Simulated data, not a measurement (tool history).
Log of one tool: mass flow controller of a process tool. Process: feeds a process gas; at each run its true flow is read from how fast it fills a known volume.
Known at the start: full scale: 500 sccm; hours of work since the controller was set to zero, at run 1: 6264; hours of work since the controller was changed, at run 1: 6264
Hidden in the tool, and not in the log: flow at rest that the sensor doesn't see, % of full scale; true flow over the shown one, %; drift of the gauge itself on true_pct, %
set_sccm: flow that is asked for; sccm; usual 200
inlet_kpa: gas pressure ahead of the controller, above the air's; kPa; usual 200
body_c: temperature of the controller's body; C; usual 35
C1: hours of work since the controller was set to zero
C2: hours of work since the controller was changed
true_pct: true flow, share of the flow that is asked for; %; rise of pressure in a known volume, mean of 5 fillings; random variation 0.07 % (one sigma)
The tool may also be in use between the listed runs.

run 1 hour=0.0 | set_sccm=200 inlet_kpa=200 body_c=35 | C1=6264 C2=6264 | true_pct=98.66
run 2 hour=230.9 | set_sccm=200 inlet_kpa=200 body_c=35 | C1=6435 C2=6435 | true_pct=98.68
run 3 hour=463.3 | set_sccm=200 inlet_kpa=200 body_c=35 | C1=6607 C2=6607 | true_pct=98.79
run 4 hour=764.3 | set_sccm=200 inlet_kpa=200 body_c=35 | C1=6830 C2=6830 | true_pct=98.79
-- hour=960.6 controller's zero set anew
run 5 hour=1176.0 | set_sccm=200 inlet_kpa=200 body_c=28 | C1=160 C2=7135 | true_pct=98.50
run 6 hour=1390.6 | set_sccm=200 inlet_kpa=200 body_c=28 | C1=319 C2=7294 | true_pct=98.46
run 7 hour=1845.2 | set_sccm=200 inlet_kpa=200 body_c=23 | C1=656 C2=7631 | true_pct=98.26
run 8 hour=2137.2 | set_sccm=80 inlet_kpa=200 body_c=35 | C1=872 C2=7847 | true_pct=98.04
run 9 hour=2586.4 | set_sccm=80 inlet_kpa=200 body_c=35 | C1=1205 C2=8180 | true_pct=98.16
run 10 hour=2980.2 | set_sccm=80 inlet_kpa=200 body_c=35 | C1=1497 C2=8472 | true_pct=98.30
run 11 hour=3235.4 | set_sccm=80 inlet_kpa=205 body_c=35 | C1=1686 C2=8661 | true_pct=98.22
run 12 hour=3438.3 | set_sccm=284 inlet_kpa=200 body_c=21 | C1=1836 C2=8811 | true_pct=99.00
run 13 hour=3644.8 | set_sccm=476 inlet_kpa=223 body_c=39 | C1=1989 C2=8964 | true_pct=100.59
run 14 hour=3856.1 | set_sccm=200 inlet_kpa=200 body_c=20 | C1=2146 C2=9121 | true_pct=98.47
run 15 hour=4125.3 | set_sccm=200 inlet_kpa=190 body_c=23 | C1=2345 C2=9320 | true_pct=98.64
-- hour=4306.0 controller exchanged for a calibrated one
run 16 hour=4407.1 | set_sccm=127 inlet_kpa=245 body_c=30 | C1=75 C2=75 | true_pct=98.08
run 17 hour=4726.1 | set_sccm=466 inlet_kpa=200 body_c=27 | C1=311 C2=311 | true_pct=100.43
run 18 hour=5113.2 | set_sccm=466 inlet_kpa=200 body_c=27 | C1=598 C2=598 | true_pct=100.41
run 19 hour=5475.3 | set_sccm=231 inlet_kpa=193 body_c=23 | C1=866 C2=866 | true_pct=99.00

Forecast each of these 4 alternatives for the next run:
run A hour=5773.4 | set_sccm=177 inlet_kpa=195 body_c=37 | C1=1087 C2=1087 | true_pct=?
run B hour=5773.4 | set_sccm=55 inlet_kpa=193 body_c=30 | C1=1087 C2=1087 | true_pct=?
run C hour=5773.4 | set_sccm=112 inlet_kpa=193 body_c=23 | C1=1087 C2=1087 | true_pct=?
run D hour=5773.4 | set_sccm=148 inlet_kpa=259 body_c=34 | C1=1087 C2=1087 | true_pct=?

run=A true_pct=99.19
run=B true_pct=98.23
run=C true_pct=98.29
run=D true_pct=98.46
Without the tool's hidden state the same runs would have given:
run=A true_pct=98.56
run=B true_pct=97.59
run=C true_pct=97.66
run=D true_pct=97.83

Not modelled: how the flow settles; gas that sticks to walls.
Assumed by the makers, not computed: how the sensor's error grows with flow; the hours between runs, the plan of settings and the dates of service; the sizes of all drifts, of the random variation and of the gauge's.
